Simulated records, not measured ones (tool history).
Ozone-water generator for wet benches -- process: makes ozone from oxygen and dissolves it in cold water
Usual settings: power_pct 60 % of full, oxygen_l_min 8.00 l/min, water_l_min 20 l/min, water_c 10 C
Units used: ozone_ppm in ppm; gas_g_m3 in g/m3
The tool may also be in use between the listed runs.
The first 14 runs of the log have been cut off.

run    hour  power_pct  oxygen_l_min  water_l_min  water_c  ozone_ppm  gas_g_m3
 15   484.9         60          8.00           20       10       34.6     211.3
 16   527.0         60          8.00           20       10       34.3     212.5
 17   571.4         60          8.00           20       10       34.5     210.2
 18   611.4         70          8.00           21       10       36.0     230.8
 19   645.8         60          6.04           17       17       35.2     248.3
      651.8  -- contactor cleaned
 20   695.1         43          4.87           17       14       30.4     234.3
 21   739.7         55          8.14           30       14       22.7     197.1
 22   777.5         60          5.36           20       11       34.4     265.0
 23   808.6         60          5.36           20       11       34.2     263.7
 24   850.5         47         12.47           14       10       33.2     138.8
      866.7  -- contactor cleaned, once more
 25   884.7         47          5.57           14       10       39.1     225.3
 26   908.0         47          5.57           28        7       24.1     223.9
 27   939.1         66          5.03           24       16       30.0     290.1
 28   964.2         66          5.03           24       13       30.9     290.2
 29   994.2         60          4.23           20        7       35.7     300.9
 30  1031.2         60          4.23           20        7       35.5     303.8
 31  1061.3         72          8.00           20        9       38.9     232.5
     1080.7  -- water thermometer calibrated
 32  1097.2         53          8.67           20        9       32.8     186.3
 33  1142.6         61          6.50           20        9       36.0     238.3
 34  1181.8         60         10.04           20       10       33.5     181.4

What if the next run were any one of these 3? Each begins from the tool's condition after run 34:
  A  1219.3         66          4.54           23       10          ?         ?
  B  1219.3         60         11.08           13       13          ?         ?
  C  1219.3         60         11.09           20       10          ?         ?

run  ozone_ppm  gas_g_m3
  A       32.9     308.1
  B       39.1     171.4
  C       33.2     171.8
Without the tool's hidden state the same runs would have given:
run  ozone_ppm  gas_g_m3
  A       34.9     324.8
  B       41.3     180.1
  C       35.1     180.6

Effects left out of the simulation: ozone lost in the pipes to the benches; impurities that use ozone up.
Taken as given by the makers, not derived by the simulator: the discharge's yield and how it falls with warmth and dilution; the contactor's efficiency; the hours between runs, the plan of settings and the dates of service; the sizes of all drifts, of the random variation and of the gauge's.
